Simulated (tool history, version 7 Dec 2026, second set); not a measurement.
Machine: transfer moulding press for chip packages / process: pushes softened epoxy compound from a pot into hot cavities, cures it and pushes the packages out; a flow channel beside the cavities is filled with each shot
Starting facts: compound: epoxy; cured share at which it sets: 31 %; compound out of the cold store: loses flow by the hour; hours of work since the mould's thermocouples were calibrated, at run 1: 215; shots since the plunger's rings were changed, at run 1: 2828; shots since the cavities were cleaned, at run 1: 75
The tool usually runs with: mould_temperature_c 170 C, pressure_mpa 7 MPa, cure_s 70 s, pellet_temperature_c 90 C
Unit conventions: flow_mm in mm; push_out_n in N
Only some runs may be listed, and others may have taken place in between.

| run | day | mould_temperature_c | pressure_mpa | cure_s | pellet_temperature_c | hours of work since the mould's thermocouples were calibrated | shots since the plunger's rings were changed | shots since the cavities were cleaned | incoming compound's hours out of the cold store | flow_mm | push_out_n |
|---|---|---|---|---|---|---|---|---|---|---|---|
| 1 | 0 | 170 | 7 | 70 | 90 | 215 | 2828 | 75 | 33.9 | 782 | 374 |
|  | 1.083 | cavities cleaned with cleaning compound and waxed |
| 2 | 1.104 | 170 | 7 | 70 | 90 | 230 | 3184 | 7 | 16.3 | 878 | 375 |
|  | 2.542 | cavities cleaned with cleaning compound and waxed |
| 3 | 2.788 | 170 | 7 | 70 | 90 | 253 | 3738 | 83 | 23.5 | 835 | 395 |
|  | 3.404 | plunger's sealing rings changed |
|  | 4.033 | cavities cleaned with cleaning compound and waxed |
| 4 | 5.225 | 170 | 7 | 70 | 90 | 286 | 601 | 407 | 44.2 | 744 | 486 |
|  | 5.479 | cavities cleaned with cleaning compound and waxed |
| 5 | 6.654 | 170 | 8.57 | 70 | 90 | 306 | 1069 | 402 | 31.5 | 894 | 510 |
|  | 6.858 | cavities cleaned with cleaning compound and waxed |
| 6 | 7.962 | 170 | 8.57 | 70 | 90 | 324 | 1495 | 378 | 31.3 | 883 | 473 |
|  | 8.171 | cavities cleaned with cleaning compound and waxed |
| 7 | 9.125 | 170 | 8.57 | 70 | 90 | 340 | 1872 | 327 | 31.2 | 886 | 501 |
|  | 9.45 | cavities cleaned with cleaning compound and waxed |
| 8 | 10.167 | 170 | 7.54 | 70 | 98 | 354 | 2207 | 245 | 13.7 | 929 | 463 |
|  | 10.846 | cavities cleaned with cleaning compound and waxed |
| 9 | 11.379 | 175 | 7.54 | 58 | 95 | 371 | 2600 | 183 | 31.8 | 810 | 474 |
|  | 12.125 | cavities cleaned with cleaning compound and waxed |
| 10 | 13.196 | 170 | 6.12 | 100 | 95 | 396 | 3200 | 366 | 39.7 | 701 | 373 |

What if the next run were any one of these 5? Each begins from the tool's condition after run 10:
|  | 13.517 | cavities cleaned with cleaning compound and waxed |
|  | 14.8 | cavities cleaned with cleaning compound and waxed |
|  | 15.492 | plunger's sealing rings changed |
| A | 15.492 | 176 | 6.45 | 100 | 86 | 426 | 0 | 201 | 26.5 | ? | ? |
|  | 13.517 | cavities cleaned with cleaning compound and waxed |
|  | 14.8 | cavities cleaned with cleaning compound and waxed |
|  | 15.492 | plunger's sealing rings changed |
| B | 15.492 | 177 | 8.01 | 60 | 90 | 426 | 0 | 201 | 41.9 | ? | ? |
|  | 13.517 | cavities cleaned with cleaning compound and waxed |
|  | 14.8 | cavities cleaned with cleaning compound and waxed |
|  | 15.492 | plunger's sealing rings changed |
| C | 15.492 | 169 | 8.01 | 70 | 90 | 426 | 0 | 201 | 17.6 | ? | ? |
|  | 13.517 | cavities cleaned with cleaning compound and waxed |
|  | 14.8 | cavities cleaned with cleaning compound and waxed |
|  | 15.492 | plunger's sealing rings changed |
| D | 15.492 | 170 | 6.12 | 100 | 95 | 426 | 0 | 201 | 31.5 | ? | ? |
|  | 13.517 | cavities cleaned with cleaning compound and waxed |
|  | 14.8 | cavities cleaned with cleaning compound and waxed |
|  | 15.492 | plunger's sealing rings changed |
| E | 15.492 | 176 | 6.64 | 100 | 95 | 426 | 0 | 201 | 31.9 | ? | ? |

| run | flow_mm | push_out_n |
|---|---|---|
| A | 791 | 340 |
| B | 798 | 430 |
| C | 955 | 499 |
| D | 757 | 343 |
| E | 773 | 339 |
With the hidden condition removed and each run's random variation left untouched, the same runs would have given:
| run | flow_mm | push_out_n |
|---|---|---|
| A | 792 | 258 |
| B | 799 | 328 |
| C | 956 | 384 |
| D | 758 | 261 |
| E | 774 | 257 |
